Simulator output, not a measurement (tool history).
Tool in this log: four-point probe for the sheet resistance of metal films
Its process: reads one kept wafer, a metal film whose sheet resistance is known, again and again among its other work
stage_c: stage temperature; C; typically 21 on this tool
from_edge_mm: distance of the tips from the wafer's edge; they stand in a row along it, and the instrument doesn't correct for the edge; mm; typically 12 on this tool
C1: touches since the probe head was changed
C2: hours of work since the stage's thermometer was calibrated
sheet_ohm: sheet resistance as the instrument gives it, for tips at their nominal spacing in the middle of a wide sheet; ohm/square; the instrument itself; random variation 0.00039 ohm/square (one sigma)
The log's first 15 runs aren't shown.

run 16 hour=293.2 | stage_c=21 from_edge_mm=26 | C1=14135 C2=2511 | sheet_ohm=1.951114
run 17 hour=315.8 | stage_c=23 from_edge_mm=8 | C1=14950 C2=2528 | sheet_ohm=1.957627
run 18 hour=338.5 | stage_c=20 from_edge_mm=6 | C1=15769 C2=2546 | sheet_ohm=1.962636
-- hour=349.5 stage's thermometer calibrated
run 19 hour=360 | stage_c=21 from_edge_mm=9 | C1=16527 C2=8 | sheet_ohm=1.958719
run 20 hour=388.7 | stage_c=21 from_edge_mm=9 | C1=17560 C2=30 | sheet_ohm=1.958423
run 21 hour=407.5 | stage_c=21 from_edge_mm=9 | C1=18237 C2=45 | sheet_ohm=1.959374
run 22 hour=428.3 | stage_c=24 from_edge_mm=39 | C1=18987 C2=61 | sheet_ohm=1.953559
run 23 hour=455.1 | stage_c=27 from_edge_mm=41 | C1=19954 C2=82 | sheet_ohm=1.952847
run 24 hour=479.8 | stage_c=27 from_edge_mm=41 | C1=20846 C2=101 | sheet_ohm=1.953609
run 25 hour=500.9 | stage_c=27 from_edge_mm=41 | C1=21606 C2=117 | sheet_ohm=1.952966
run 26 hour=523.6 | stage_c=27 from_edge_mm=41 | C1=22424 C2=135 | sheet_ohm=1.95315
run 27 hour=551.4 | stage_c=20 from_edge_mm=8 | C1=23426 C2=157 | sheet_ohm=1.960889
run 28 hour=565.7 | stage_c=29 from_edge_mm=8 | C1=23943 C2=168 | sheet_ohm=1.960058
run 29 hour=580.4 | stage_c=29 from_edge_mm=8 | C1=24472 C2=179 | sheet_ohm=1.959596
run 30 hour=601.9 | stage_c=21 from_edge_mm=16 | C1=25249 C2=196 | sheet_ohm=1.956239
run 31 hour=627.2 | stage_c=20 from_edge_mm=53 | C1=26160 C2=215 | sheet_ohm=1.953875

Alternative continuations, all from the tool just after run 31; predict every row:
run A hour=652.6 | stage_c=21 from_edge_mm=66 | C1=27076 C2=235 | sheet_ohm=?
run B hour=652.6 | stage_c=24 from_edge_mm=7 | C1=27076 C2=235 | sheet_ohm=?
run C hour=652.6 | stage_c=23 from_edge_mm=41 | C1=27076 C2=235 | sheet_ohm=?
run D hour=652.6 | stage_c=33 from_edge_mm=29 | C1=27076 C2=235 | sheet_ohm=?

run=A sheet_ohm=1.954445
run=B sheet_ohm=1.962672
run=C sheet_ohm=1.954701
run=D sheet_ohm=1.954378
Take away the tool's hidden state, keep each run's random variation, and the runs would have read:
run=A sheet_ohm=1.946529
run=B sheet_ohm=1.954726
run=C sheet_ohm=1.946785
run=D sheet_ohm=1.946465
